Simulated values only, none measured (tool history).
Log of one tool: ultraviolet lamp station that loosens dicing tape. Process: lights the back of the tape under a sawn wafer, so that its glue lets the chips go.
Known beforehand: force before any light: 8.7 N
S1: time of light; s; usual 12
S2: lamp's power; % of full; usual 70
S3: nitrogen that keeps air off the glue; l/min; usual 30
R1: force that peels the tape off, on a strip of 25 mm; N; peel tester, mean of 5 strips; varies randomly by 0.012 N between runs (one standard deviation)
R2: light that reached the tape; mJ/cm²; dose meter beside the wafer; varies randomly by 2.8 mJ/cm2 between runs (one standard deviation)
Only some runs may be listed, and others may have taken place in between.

Run 1, day 0: usual settings. Result: R1 0.534 N, R2 399 mJ/cm².
Run 2, day 0.479: usual settings but S2 91 % of full. Result: R1 0.295 N, R2 512 mJ/cm².
Run 3, day 1.033: usual settings but S3 49 l/min. Result: R1 0.339 N, R2 400 mJ/cm².
Run 4, day 1.554: usual settings but S3 49 l/min. Result: R1 0.361 N, R2 398 mJ/cm².
Run 5, day 1.942: usual settings but S3 46 l/min. Result: R1 0.362 N, R2 400 mJ/cm².
Run 6, day 2.479: usual settings but S3 46 l/min. Result: R1 0.371 N, R2 395 mJ/cm².
Run 7, day 2.904: usual settings but S3 46 l/min. Result: R1 0.365 N, R2 397 mJ/cm².
Run 8, day 3.354: usual settings but S2 91 % of full. Result: R1 0.286 N, R2 515 mJ/cm².
Run 9, day 3.975: usual settings but S2 91 % of full. Result: R1 0.293 N, R2 517 mJ/cm².
Run 10, day 4.329: usual settings. Result: R1 0.54 N, R2 393 mJ/cm².

What does the tool deliver on the next run?
Run 11, day 4.896: usual settings but S1 11 s, S2 79 % of full. Result: R1 ?, R2 ?.

Run 11 measured R1 0.5 N, R2 413 mJ/cm².
If the tool had no hidden condition, the same run with the same run-to-run variation would have returned R1 0.498 N, R2 414 mJ/cm².
